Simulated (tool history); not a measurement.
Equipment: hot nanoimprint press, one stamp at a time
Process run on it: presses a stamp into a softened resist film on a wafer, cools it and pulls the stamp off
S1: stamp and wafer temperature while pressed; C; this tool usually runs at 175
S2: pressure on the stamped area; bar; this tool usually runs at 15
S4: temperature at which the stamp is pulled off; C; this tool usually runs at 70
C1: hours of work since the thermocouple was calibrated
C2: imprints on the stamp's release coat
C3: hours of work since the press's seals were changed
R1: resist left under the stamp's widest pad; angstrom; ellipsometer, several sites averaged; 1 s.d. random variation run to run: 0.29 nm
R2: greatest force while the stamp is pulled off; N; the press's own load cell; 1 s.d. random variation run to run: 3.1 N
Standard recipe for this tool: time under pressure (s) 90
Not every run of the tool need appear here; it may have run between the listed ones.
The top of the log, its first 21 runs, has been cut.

Run 22, day 29.858: usual settings but S1 181 C, S2 10.6 bar, time under pressure (s) 109; C1 32; C2 511; C3 442. Result: R1 1804 angstrom, R2 149 N.
Run 23, day 31.346: usual settings but S1 173 C, S2 10.6 bar, time under pressure (s) 109, S4 69 C; C1 49; C2 602; C3 459. Result: R1 2146 angstrom, R2 147 N.
Run 24, day 32.712: usual settings but S1 173 C, S2 10.6 bar, time under pressure (s) 109, S4 69 C; C1 64; C2 685; C3 474. Result: R1 2147 angstrom, R2 151 N.
Run 25, day 34.433: usual settings but S1 187 C, S2 20.6 bar, time under pressure (s) 49, S4 60 C; C1 83; C2 790; C3 493. Result: R1 1435 angstrom, R2 174 N.
Run 26, day 36.083: usual settings but S1 169 C, S2 16.7 bar, time under pressure (s) 52, S4 72 C; C1 102; C2 890; C3 512. Result: R1 2311 angstrom, R2 145 N.
Run 27, day 37.596: usual settings but S1 169 C, S2 16.7 bar, time under pressure (s) 52, S4 72 C; C1 119; C2 982; C3 529. Result: R1 2324 angstrom, R2 145 N.
Run 28, day 38.912: usual settings but S1 181 C, S2 9.6 bar, time under pressure (s) 78, S4 64 C; C1 134; C2 1063; C3 544. Result: R1 2154 angstrom, R2 161 N.
At day 39.592: press's hydraulic seals changed and the load cell set to zero.
Run 29, day 41.233: usual settings but S1 181 C, S2 9.6 bar, time under pressure (s) 78, S4 64 C; C1 156; C2 1184; C3 18. Result: R1 2168 angstrom, R2 159 N.
Run 30, day 42.988: usual settings but S1 181 C, S2 9.6 bar, time under pressure (s) 78, S4 64 C; C1 176; C2 1290; C3 38. Result: R1 2160 angstrom, R2 161 N.
Run 31, day 44.317: usual settings but S1 181 C, S2 9.6 bar, time under pressure (s) 78, S4 64 C; C1 191; C2 1371; C3 53. Result: R1 2171 angstrom, R2 157 N.

Alternative continuations, all from the tool just after run 31; predict every row:
Run A, day 45.758: usual settings but S1 166 C, time under pressure (s) 75; C1 207; C2 1459; C3 69. Result: R1 ?, R2 ?.
Run B, day 45.758: usual settings but S1 186 C, S2 15.8 bar, time under pressure (s) 61, S4 64 C; C1 207; C2 1459; C3 69. Result: R1 ?, R2 ?.
Run C, day 45.758: usual settings but S1 181 C, S2 9.6 bar, time under pressure (s) 110, S4 64 C; C1 207; C2 1459; C3 69. Result: R1 ?, R2 ?.

run    R1   R2
  A  2368  148
  B  1614  155
  C  1950  158
Without the tool's unlogged condition, the same runs would have read:
run    R1   R2
  A  2277  147
  B  1551  153
  C  1874  156
